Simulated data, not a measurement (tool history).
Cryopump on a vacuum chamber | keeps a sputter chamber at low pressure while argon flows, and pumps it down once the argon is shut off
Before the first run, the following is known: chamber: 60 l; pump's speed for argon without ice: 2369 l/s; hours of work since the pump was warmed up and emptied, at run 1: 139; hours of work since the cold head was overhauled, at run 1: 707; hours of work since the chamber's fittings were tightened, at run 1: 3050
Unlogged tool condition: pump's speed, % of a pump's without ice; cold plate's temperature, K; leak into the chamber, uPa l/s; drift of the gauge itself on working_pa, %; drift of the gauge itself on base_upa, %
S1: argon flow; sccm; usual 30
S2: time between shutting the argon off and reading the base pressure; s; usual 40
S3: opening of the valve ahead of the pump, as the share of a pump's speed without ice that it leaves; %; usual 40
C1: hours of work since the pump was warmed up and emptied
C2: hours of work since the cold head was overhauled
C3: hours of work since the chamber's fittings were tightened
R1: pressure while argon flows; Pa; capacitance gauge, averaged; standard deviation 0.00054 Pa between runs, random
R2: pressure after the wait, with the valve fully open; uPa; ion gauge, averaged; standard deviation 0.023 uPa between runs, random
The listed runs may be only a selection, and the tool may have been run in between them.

Run 1, hour 0: usual settings; C1 139; C2 707; C3 3050. Result: R1 0.0559 Pa, R2 2.45 uPa.
Run 2, hour 61.6: usual settings but S3 58 %; C1 170; C2 738; C3 3081. Result: R1 0.0387 Pa, R2 2.53 uPa.
Run 3, hour 148: usual settings but S3 58 %; C1 213; C2 782; C3 3124. Result: R1 0.04 Pa, R2 2.58 uPa.
Run 4, hour 216.6: usual settings but S3 58 %; C1 248; C2 816; C3 3159. Result: R1 0.0395 Pa, R2 2.69 uPa.
Run 5, hour 263.3: usual settings but S3 36 %; C1 271; C2 840; C3 3182. Result: R1 0.0627 Pa, R2 2.72 uPa.
Run 6, hour 324.9: usual settings but S3 36 %; C1 302; C2 871; C3 3213. Result: R1 0.0628 Pa, R2 2.82 uPa.
At hour 380.8: leaking fittings of the chamber tightened, without venting.
Run 7, hour 394.8: usual settings but S3 36 %; C1 337; C2 905; C3 7. Result: R1 0.0642 Pa, R2 0.85 uPa.
Run 8, hour 432.1: usual settings but S3 36 %; C1 355; C2 924; C3 26. Result: R1 0.064 Pa, R2 0.87 uPa.
Run 9, hour 517.5: usual settings but S3 36 %; C1 398; C2 967; C3 69. Result: R1 0.0653 Pa, R2 0.86 uPa.
Run 10, hour 581.8: usual settings but S2 121 s; C1 431; C2 999; C3 101. Result: R1 0.0593 Pa, R2 0.51 uPa.
Run 11, hour 639.8: usual settings but S3 19 %; C1 460; C2 1029; C3 130. Result: R1 0.1194 Pa, R2 0.95 uPa.
Run 12, hour 715.4: usual settings but S2 24 s; C1 498; C2 1067; C3 168. Result: R1 0.0602 Pa, R2 1.46 uPa.
Run 13, hour 759: usual settings but S2 24 s; C1 520; C2 1089; C3 190. Result: R1 0.0622 Pa, R2 1.51 uPa.
Run 14, hour 798.9: usual settings but S2 24 s; C1 540; C2 1109; C3 211. Result: R1 0.0612 Pa, R2 1.52 uPa.
Run 15, hour 846: usual settings; C1 564; C2 1132; C3 234. Result: R1 0.0627 Pa, R2 1.05 uPa.
At hour 858.9: pump warmed up, emptied and cooled again.
Run 16, hour 921.1: usual settings; C1 31; C2 1168; C3 270. Result: R1 0.0544 Pa, R2 0.95 uPa.
Run 17, hour 971.4: usual settings but S3 17 %; C1 57; C2 1193; C3 295. Result: R1 0.1251 Pa, R2 1.01 uPa.
Run 18, hour 1007.4: usual settings but S3 17 %; C1 75; C2 1211; C3 313. Result: R1 0.1272 Pa, R2 1 uPa.
Run 19, hour 1084.6: usual settings but S1 22 sccm; C1 114; C2 1250; C3 352. Result: R1 0.0406 Pa, R2 1 uPa.
Run 20, hour 1125.4: usual settings but S2 61 s; C1 134; C2 1271; C3 372. Result: R1 0.0547 Pa, R2 0.83 uPa.
Run 21, hour 1163.8: usual settings but S1 60 sccm, S2 46 s, S3 53 %; C1 154; C2 1290; C3 392. Result: R1 0.0848 Pa, R2 0.97 uPa.
Run 22, hour 1237.8: usual settings but S1 49 sccm, S2 168 s; C1 191; C2 1327; C3 429. Result: R1 0.0911 Pa, R2 0.55 uPa.
Run 23, hour 1322: usual settings but S1 19 sccm, S2 32 s; C1 233; C2 1370; C3 471. Result: R1 0.0367 Pa, R2 1.27 uPa.
Run 24, hour 1385.4: usual settings but S1 19 sccm, S2 32 s; C1 265; C2 1401; C3 503. Result: R1 0.036 Pa, R2 1.34 uPa.
Run 25, hour 1438.8: usual settings but S3 41 %; C1 292; C2 1428; C3 530. Result: R1 0.0565 Pa, R2 1.17 uPa.
Run 26, hour 1483.1: usual settings but S2 101 s, S3 36 %; C1 314; C2 1451; C3 553. Result: R1 0.0639 Pa, R2 0.8 uPa.
Run 27, hour 1548.6: usual settings but S1 40 sccm, S2 230 s, S3 55 %; C1 347; C2 1484; C3 586. Result: R1 0.0587 Pa, R2 0.64 uPa.
Run 28, hour 1603.8: usual settings but S1 13 sccm, S2 26 s, S3 29 %; C1 375; C2 1511; C3 613. Result: R1 0.0339 Pa, R2 1.63 uPa.
Run 29, hour 1685.3: usual settings but S1 13 sccm, S2 26 s, S3 29 %; C1 416; C2 1552; C3 654. Result: R1 0.0351 Pa, R2 1.7 uPa.
Run 30, hour 1757.3: usual settings but S1 17 sccm, S2 26 s, S3 29 %; C1 452; C2 1589; C3 691. Result: R1 0.0448 Pa, R2 1.67 uPa.
Run 31, hour 1798.1: usual settings but S1 17 sccm, S2 26 s, S3 29 %; C1 473; C2 1609; C3 711. Result: R1 0.046 Pa, R2 1.7 uPa.
Run 32, hour 1859.1: usual settings but S1 47 sccm, S2 49 s, S3 19 %; C1 504; C2 1640; C3 742. Result: R1 0.1894 Pa, R2 1.25 uPa.
Run 33, hour 1917.2: usual settings but S1 13 sccm, S2 134 s, S3 20 %; C1 533; C2 1669; C3 771. Result: R1 0.0508 Pa, R2 0.96 uPa.
At hour 1988.6: pump warmed up, emptied and cooled again.
Run 34, hour 2008.4: usual settings but S1 17 sccm, S2 150 s, S3 25 %; C1 10; C2 1713; C3 815. Result: R1 0.0491 Pa, R2 0.71 uPa.
Run 35, hour 2081.7: usual settings but S1 17 sccm, S2 20 s, S3 25 %; C1 47; C2 1750; C3 851. Result: R1 0.0485 Pa, R2 1.97 uPa.

Forecast each of these 3 alternatives for the next run:
Run A, hour 2141.1: usual settings but S1 15 sccm, S2 56 s, S3 38 %; C1 77; C2 1779; C3 881. Result: R1 ?, R2 ?.
Run B, hour 2141.1: usual settings but S1 23 sccm, S2 20 s, S3 46 %; C1 77; C2 1779; C3 881. Result: R1 ?, R2 ?.
Run C, hour 2141.1: usual settings but S3 43 %; C1 77; C2 1779; C3 881. Result: R1 ?, R2 ?.

run      R1    R2
  A  0.0282  1.15
  B   0.037  2.06
  C  0.0518  1.27
Without the tool's hidden state the same runs would have given:
run      R1    R2
  A  0.0275  0.63
  B  0.0359  1.54
  C  0.0503  0.77

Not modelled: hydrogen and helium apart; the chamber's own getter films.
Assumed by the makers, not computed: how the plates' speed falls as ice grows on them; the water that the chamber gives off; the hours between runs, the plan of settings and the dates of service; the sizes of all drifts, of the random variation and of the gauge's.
